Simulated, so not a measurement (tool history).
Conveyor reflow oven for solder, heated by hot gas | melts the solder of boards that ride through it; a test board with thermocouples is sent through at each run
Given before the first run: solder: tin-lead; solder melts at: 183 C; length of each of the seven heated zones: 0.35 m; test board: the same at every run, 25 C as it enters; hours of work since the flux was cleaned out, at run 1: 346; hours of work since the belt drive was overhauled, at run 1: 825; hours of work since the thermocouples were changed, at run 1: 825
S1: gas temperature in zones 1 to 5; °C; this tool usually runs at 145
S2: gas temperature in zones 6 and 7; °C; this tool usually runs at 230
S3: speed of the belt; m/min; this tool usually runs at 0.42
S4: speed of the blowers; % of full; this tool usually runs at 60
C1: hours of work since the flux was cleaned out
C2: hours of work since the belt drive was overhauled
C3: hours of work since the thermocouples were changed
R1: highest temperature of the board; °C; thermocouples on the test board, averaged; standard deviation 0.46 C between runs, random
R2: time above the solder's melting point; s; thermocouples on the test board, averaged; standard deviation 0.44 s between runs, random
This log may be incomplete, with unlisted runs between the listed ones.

run   hour   S1   S2     S3  S4   C1    C2    C3     R1    R2
  1      0  145  230   0.42  60  346   825   825  215.8  79.7
  2   43.7  145  230   0.42  60  367   846   846  216.1  80.4
  3  127.5  147  230   0.42  60  407   886   886  216.9    80
  4  218.5  145  230   0.42  60  451   930   930  215.6  79.1
     257.3  -- flux residue cleaned out of gas plates and filters
  5    273  145  230   0.42  60    8   954   954  216.6    80
  6  357.9  145  230   0.42  60   48   995   995  216.9  80.5
  7  425.6  145  230   0.42  60   81  1027  1027  217.1  79.9
  8  518.5  145  230   0.42  73  125  1072  1072  218.7  82.9
  9  572.9  153  219  0.482  82  152  1098  1098  207.5  64.9
 10  635.3  139  219   0.42  71  181  1128  1128    208  68.6
 11  720.8  145  219  0.435  73  222  1169  1169  207.9  68.4

What will run 12 give?
 12   774  152  239  0.42  66  248  1194  1194   ?   ?

R1: 225.9 °C
R2: 91.4 s
Minus the tool's unlogged condition, the same run would have read R1 229 °C, R2 92.1 s.

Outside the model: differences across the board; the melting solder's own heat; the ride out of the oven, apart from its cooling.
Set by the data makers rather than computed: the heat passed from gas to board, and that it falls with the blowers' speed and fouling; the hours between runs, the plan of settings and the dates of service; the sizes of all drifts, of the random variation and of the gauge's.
